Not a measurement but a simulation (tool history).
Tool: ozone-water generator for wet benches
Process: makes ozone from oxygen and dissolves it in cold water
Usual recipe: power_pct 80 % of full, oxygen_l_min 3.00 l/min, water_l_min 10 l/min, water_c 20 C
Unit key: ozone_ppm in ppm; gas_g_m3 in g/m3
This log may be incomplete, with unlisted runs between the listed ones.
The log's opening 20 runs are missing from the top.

| run | hour | power_pct | oxygen_l_min | water_l_min | water_c | ozone_ppm | gas_g_m3 |
|---|---|---|---|---|---|---|---|
| 21 | 1767.2 | 83 | 3.00 | 10 | 24 | 23.0 | 225.4 |
| 22 | 1849.0 | 63 | 3.00 | 14 | 20 | 14.3 | 181.6 |
| 23 | 1941.3 | 63 | 3.27 | 14 | 17 | 15.4 | 175.2 |
| 24 | 2011.7 | 80 | 2.80 | 10 | 20 | 23.2 | 223.5 |
| 25 | 2065.1 | 80 | 2.80 | 10 | 20 | 22.9 | 222.7 |
| 26 | 2157.1 | 80 | 2.80 | 10 | 20 | 22.9 | 222.8 |
| 27 | 2207.3 | 80 | 3.00 | 12 | 20 | 20.2 | 220.1 |
|  | 2276.6 | contactor cleaned |
| 28 | 2326.3 | 52 | 3.00 | 12 | 13 | 16.6 | 152.3 |
| 29 | 2422.5 | 52 | 3.00 | 12 | 13 | 17.1 | 151.1 |
| 30 | 2491.0 | 80 | 2.68 | 10 | 23 | 23.5 | 226.2 |
| 31 | 2559.1 | 80 | 2.68 | 10 | 23 | 23.6 | 226.2 |
| 32 | 2634.9 | 80 | 2.68 | 10 | 23 | 23.8 | 225.2 |
| 33 | 2735.1 | 53 | 4.17 | 10 | 20 | 18.7 | 137.2 |
| 34 | 2842.5 | 53 | 4.17 | 10 | 20 | 18.8 | 138.2 |

What if the next run were any one of these 3? Each begins from the tool's condition after run 34:
| A | 2931.3 | 71 | 1.53 | 16 | 20 | ? | ? |
| B | 2931.3 | 60 | 4.17 | 7 | 21 | ? | ? |
| C | 2931.3 | 46 | 2.70 | 10 | 23 | ? | ? |

| run | ozone_ppm | gas_g_m3 |
|---|---|---|
| A | 12.1 | 243.5 |
| B | 25.1 | 152.5 |
| C | 15.0 | 141.6 |
Without the tool's hidden state the same runs would have given:
| run | ozone_ppm | gas_g_m3 |
|---|---|---|
| A | 13.4 | 267.5 |
| B | 27.5 | 165.3 |
| C | 16.1 | 150.1 |
